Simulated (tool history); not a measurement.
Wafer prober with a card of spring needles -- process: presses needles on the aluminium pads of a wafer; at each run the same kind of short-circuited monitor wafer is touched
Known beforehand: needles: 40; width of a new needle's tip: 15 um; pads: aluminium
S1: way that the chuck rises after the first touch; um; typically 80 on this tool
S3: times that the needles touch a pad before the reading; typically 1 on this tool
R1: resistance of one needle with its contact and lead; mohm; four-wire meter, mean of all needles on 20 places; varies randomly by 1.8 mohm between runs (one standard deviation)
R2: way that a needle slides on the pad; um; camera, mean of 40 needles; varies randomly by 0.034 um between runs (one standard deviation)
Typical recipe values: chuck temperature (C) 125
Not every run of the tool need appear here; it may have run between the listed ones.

Run 1, hour 0: usual settings. Result: R1 196 mohm, R2 17.89 um.
At hour 16.4: tips cleaned on abrasive film.
Run 2, hour 16.4: usual settings. Result: R1 190 mohm, R2 17.89 um.
Run 3, hour 35: usual settings. Result: R1 200 mohm, R2 17.93 um.
At hour 37.1: tips cleaned on abrasive film.
Run 4, hour 46.2: usual settings but chuck temperature (C) 59. Result: R1 184 mohm, R2 17.83 um.
Run 5, hour 57: usual settings but chuck temperature (C) 46. Result: R1 186 mohm, R2 17.86 um.
At hour 58.3: tips cleaned on abrasive film.
Run 6, hour 65.8: usual settings. Result: R1 193 mohm, R2 17.88 um.
At hour 78.9: tips cleaned on abrasive film.
Run 7, hour 79.7: usual settings. Result: R1 191 mohm, R2 17.83 um.
Run 8, hour 88.1: usual settings. Result: R1 200 mohm, R2 17.9 um.
At hour 100.7: tips cleaned on abrasive film.
Run 9, hour 102.9: usual settings but S3 2. Result: R1 190 mohm, R2 17.85 um.
Run 10, hour 114.3: usual settings but S3 2. Result: R1 194 mohm, R2 17.85 um.
At hour 121.4: tips cleaned on abrasive film.
Run 11, hour 123.7: usual settings but S3 2. Result: R1 192 mohm, R2 17.79 um.
Run 12, hour 136.1: usual settings. Result: R1 202 mohm, R2 17.79 um.
At hour 142.7: tips cleaned on abrasive film.
Run 13, hour 145.8: usual settings. Result: R1 193 mohm, R2 17.81 um.
Run 14, hour 161.6: usual settings but S1 83 um. Result: R1 199 mohm, R2 18.51 um.
At hour 164.1: tips cleaned on abrasive film.
Run 15, hour 172.3: usual settings. Result: R1 196 mohm, R2 17.83 um.
Run 16, hour 180: usual settings. Result: R1 199 mohm, R2 17.77 um.
At hour 185.3: tips cleaned on abrasive film.
Run 17, hour 197: usual settings but S3 2. Result: R1 195 mohm, R2 17.7 um.
At hour 206.5: tips cleaned on abrasive film.
Run 18, hour 211: usual settings but S1 83 um, chuck temperature (C) 27, S3 2. Result: R1 175 mohm, R2 18.39 um.
Run 19, hour 219.4: usual settings but S1 83 um, chuck temperature (C) 27, S3 2. Result: R1 177 mohm, R2 18.39 um.
At hour 227.4: tips cleaned on abrasive film.
Run 20, hour 234.5: usual settings but S1 83 um, chuck temperature (C) 27, S3 2. Result: R1 175 mohm, R2 18.36 um.
At hour 248.3: tips cleaned on abrasive film.
Run 21, hour 251.3: usual settings but S1 95 um, chuck temperature (C) 27, S3 2. Result: R1 172 mohm, R2 21.06 um.
Run 22, hour 259.8: usual settings but S1 69 um, chuck temperature (C) 35, S3 2. Result: R1 180 mohm, R2 15.24 um.
At hour 269.5: tips cleaned on abrasive film.
Run 23, hour 275.8: usual settings but S1 69 um, chuck temperature (C) 35, S3 2. Result: R1 175 mohm, R2 15.2 um.
At hour 290.3: tips cleaned on abrasive film.
Run 24, hour 292: usual settings but S1 69 um, chuck temperature (C) 89. Result: R1 185 mohm, R2 15.16 um.
Run 25, hour 308.8: usual settings but S1 83 um, chuck temperature (C) 58, S3 2. Result: R1 180 mohm, R2 18.37 um.
At hour 311.6: tips cleaned on abrasive film.
Run 26, hour 320: usual settings but chuck temperature (C) 57. Result: R1 181 mohm, R2 17.65 um.
Run 27, hour 327.8: usual settings but chuck temperature (C) 57. Result: R1 190 mohm, R2 17.69 um.
At hour 332.5: tips cleaned on abrasive film.
Run 28, hour 341.6: usual settings but S1 75 um, chuck temperature (C) 51. Result: R1 184 mohm, R2 16.47 um.
At hour 354.3: tips cleaned on abrasive film.
Run 29, hour 356.7: usual settings but S1 90 um, chuck temperature (C) 51. Result: R1 176 mohm, R2 19.81 um.
Run 30, hour 367.5: usual settings but S1 85 um, chuck temperature (C) 53, S3 2. Result: R1 180 mohm, R2 18.75 um.
At hour 374.9: tips cleaned on abrasive film.
Run 31, hour 379.9: usual settings but S1 85 um, chuck temperature (C) 53, S3 2. Result: R1 179 mohm, R2 18.71 um.
At hour 395.6: tips cleaned on abrasive film.
Run 32, hour 396: usual settings but chuck temperature (C) 28. Result: R1 170 mohm, R2 17.64 um.
Run 33, hour 408.7: usual settings but S1 97 um, chuck temperature (C) 67, S3 2. Result: R1 182 mohm, R2 21.43 um.
At hour 416.6: tips cleaned on abrasive film.
Run 34, hour 420.2: usual settings but S1 64 um. Result: R1 196 mohm, R2 13.98 um.

Below are 3 alternative next runs, each starting from the tool's condition after run 34. Predict each:
Run A, hour 431: usual settings. Result: R1 ?, R2 ?.
Run B, hour 431: usual settings but S1 64 um, chuck temperature (C) 64. Result: R1 ?, R2 ?.
Run C, hour 431: usual settings but S1 67 um, chuck temperature (C) 106, S3 3. Result: R1 ?, R2 ?.

run   R1     R2
  A  200  17.58
  B  191  13.97
  C  186  14.68
What these runs would have given with no unlogged condition in the tool:
run   R1     R2
  A  188  18.01
  B  174  14.41
  C  181  15.11

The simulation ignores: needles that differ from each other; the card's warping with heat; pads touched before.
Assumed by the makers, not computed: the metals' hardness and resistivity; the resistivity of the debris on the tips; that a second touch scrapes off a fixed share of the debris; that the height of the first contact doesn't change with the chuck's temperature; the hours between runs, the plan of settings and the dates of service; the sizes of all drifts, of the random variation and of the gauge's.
